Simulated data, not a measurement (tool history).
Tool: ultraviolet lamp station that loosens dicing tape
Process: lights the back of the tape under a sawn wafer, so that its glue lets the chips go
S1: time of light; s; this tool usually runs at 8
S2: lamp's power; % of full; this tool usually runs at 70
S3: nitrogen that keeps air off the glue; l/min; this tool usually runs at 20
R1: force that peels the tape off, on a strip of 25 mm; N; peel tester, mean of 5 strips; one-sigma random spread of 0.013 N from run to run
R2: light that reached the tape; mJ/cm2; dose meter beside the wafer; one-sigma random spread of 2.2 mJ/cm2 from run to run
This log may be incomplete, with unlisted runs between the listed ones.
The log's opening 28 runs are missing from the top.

Run 29, hour 729.6: usual settings but S1 10 s, S3 29 l/min. Result: R1 0.347 N, R2 237 mJ/cm2.
Run 30, hour 744.8: usual settings but S1 10 s, S3 29 l/min. Result: R1 0.345 N, R2 241 mJ/cm2.
Run 31, hour 763.4: usual settings but S1 14 s, S2 99 % of full, S3 25 l/min. Result: R1 0.142 N, R2 474 mJ/cm2.
Run 32, hour 787.6: usual settings but S1 6 s, S3 16 l/min. Result: R1 0.978 N, R2 147 mJ/cm2.
Run 33, hour 818.5: usual settings but S1 6 s, S3 16 l/min. Result: R1 0.982 N, R2 145 mJ/cm2.
Run 34, hour 853.7: usual settings but S1 6 s, S2 67 % of full, S3 16 l/min. Result: R1 1.043 N, R2 139 mJ/cm2.
Run 35, hour 873: usual settings but S1 6 s, S2 67 % of full, S3 16 l/min. Result: R1 1.032 N, R2 136 mJ/cm2.
Run 36, hour 901.2: usual settings but S1 6 s, S2 67 % of full, S3 16 l/min. Result: R1 1.091 N, R2 136 mJ/cm2.
Run 37, hour 923.2: usual settings but S1 6 s, S2 67 % of full, S3 16 l/min. Result: R1 1.036 N, R2 135 mJ/cm2.
Run 38, hour 946.2: usual settings but S1 13 s, S2 71 % of full, S3 9 l/min. Result: R1 0.411 N, R2 313 mJ/cm2.
Run 39, hour 982.8: usual settings but S1 13 s, S2 71 % of full, S3 9 l/min. Result: R1 0.428 N, R2 314 mJ/cm2.
Run 40, hour 1001.6: usual settings but S1 5 s, S2 73 % of full, S3 8 l/min. Result: R1 1.49 N, R2 121 mJ/cm2.
Run 41, hour 1024.4: usual settings but S1 10 s, S2 73 % of full, S3 8 l/min. Result: R1 0.632 N, R2 248 mJ/cm2.
Run 42, hour 1056.7: usual settings but S1 12 s, S2 82 % of full, S3 11 l/min. Result: R1 0.323 N, R2 338 mJ/cm2.

3 ways to go on from here, each from the tool as it stands after run 42. What would each give?
Run A, hour 1092.2: usual settings but S1 7 s, S2 66 % of full, S3 11 l/min. Result: R1 ?, R2 ?.
Run B, hour 1092.2: usual settings but S1 5 s, S2 100 % of full, S3 11 l/min. Result: R1 ?, R2 ?.
Run C, hour 1092.2: usual settings but S2 73 % of full. Result: R1 ?, R2 ?.

run     R1   R2
  A   1.04  158
  B  0.972  170
  C  0.571  201
What these runs would have given with no unlogged condition in the tool:
run     R1   R2
  A  1.035  159
  B  0.967  171
  C  0.567  202
